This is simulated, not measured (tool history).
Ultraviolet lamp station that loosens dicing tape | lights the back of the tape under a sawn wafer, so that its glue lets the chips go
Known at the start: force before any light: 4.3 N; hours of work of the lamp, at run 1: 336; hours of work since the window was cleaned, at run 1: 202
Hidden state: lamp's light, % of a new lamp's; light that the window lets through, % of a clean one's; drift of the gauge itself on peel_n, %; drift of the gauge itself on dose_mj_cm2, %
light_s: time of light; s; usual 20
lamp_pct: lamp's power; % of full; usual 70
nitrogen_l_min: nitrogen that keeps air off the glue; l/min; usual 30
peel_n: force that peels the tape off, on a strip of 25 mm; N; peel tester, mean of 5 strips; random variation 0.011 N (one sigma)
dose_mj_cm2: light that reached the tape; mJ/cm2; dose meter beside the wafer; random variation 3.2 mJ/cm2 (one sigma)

run   hour  light_s  lamp_pct  nitrogen_l_min  hours of work of the lamp  hours of work since the window was cleaned  peel_n  dose_mj_cm2
  1    0.0       20        70              30                        336                                         202   0.608          438
  2    9.0       20        70              30                        343                                         209   0.622          433
      16.0  -- window cleaned of glue's vapour
  3   24.5       34        70              30                        355                                           6   0.251          771
  4   40.6       20        70              30                        367                                          19   0.580          456
  5   57.9       20        70              30                        380                                          32   0.605          446
  6   72.3       20        70              30                        391                                          43   0.574          447
  7   81.7       20        70              30                        398                                          50   0.564          448
  8   97.7       20        70              30                        411                                          62   0.579          441
  9  109.8       20        70              30                        420                                          72   0.573          441
 10  119.3       20        70              30                        427                                          79   0.592          437
 11  131.8       20        70              30                        437                                          88   0.599          437
 12  143.5       20        70              11                        446                                          97   1.050          438
 13  156.7       20        70              30                        456                                         108   0.596          441
 14  165.4       20        70              30                        462                                         114   0.599          436
 15  180.7       20        70              30                        474                                         126   0.614          436
 16  188.9       20        70              30                        480                                         132   0.622          434
 17  206.3       20        70              30                        494                                         145   0.617          432
 18  222.3       20        70              30                        506                                         158   0.640          426
 19  230.5       20        70              30                        512                                         164   0.643          429
 20  243.5       20        70              30                        522                                         174   0.621          425
 21  252.0       20        70              30                        529                                         180   0.636          423
 22  264.1       20        70              10                        538                                         190   1.219          418
 23  277.2       11        96              15                        548                                         200   1.390          318
 24  287.5       11        96              15                        556                                         207   1.326          317
     295.7  -- window cleaned of glue's vapour
 25  304.9       11        96              15                        569                                           7   1.331          326
 26  313.5       33        96              58                        575                                          14   0.184          968
 27  323.7       20        70              37                        583                                          21   0.553          429
 28  341.6       20        69              30                        597                                          35   0.636          419
 29  352.0       17        81              12                        605                                          43   1.067          422
 30  365.3       17        81              12                        615                                          53   1.072          419
 31  383.3       26        98               9                        629                                          67   0.519          775
 32  399.6       20        71              30                        641                                          79   0.624          428
 33  417.0       34        85              30                        654                                          93   0.229          863
 34  432.6       20        66              23                        666                                         105   0.821          393
 35  440.7       36        70              10                        672                                         111   0.520          746
 36  456.8       36        70              10                        685                                         123   0.533          744
 37  473.8       15        64              31                        698                                         136   1.120          280
 38  484.1       17        63              31                        706                                         144   0.980          314
 39  493.0       17        70              30                        712                                         151   0.882          345
 40  509.9       32        62              29                        725                                         164   0.388          569
 41  526.9       14        66              26                        738                                         177   1.238          265
 42  537.7       14        66              26                        747                                         185   1.289          267
 43  548.8       11        71              28                        755                                         193   1.451          225

How the hidden state differs across the entries between the runs, from the last listed run before each to the first after it:
Between runs 2 and 3: window cleaned of glue's vapour (hour 16.0)
  lamp's light, % of a new lamp's: 93 -> 92.8; light that the window lets through, % of a clean one's: 95.4 -> 99.7
  measured less the result without the state, peel_n: +0.109 -> +0.020 N; dose_mj_cm2: -55 -> -62 mJ/cm2
Between runs 24 and 25: window cleaned of glue's vapour (hour 295.7)
  lamp's light, % of a new lamp's: 89.1 -> 88.9; light that the window lets through, % of a clean one's: 95.7 -> 99.1
  measured less the result without the state, peel_n: +0.222 -> +0.184 N; dose_mj_cm2: -54 -> -44 mJ/cm2

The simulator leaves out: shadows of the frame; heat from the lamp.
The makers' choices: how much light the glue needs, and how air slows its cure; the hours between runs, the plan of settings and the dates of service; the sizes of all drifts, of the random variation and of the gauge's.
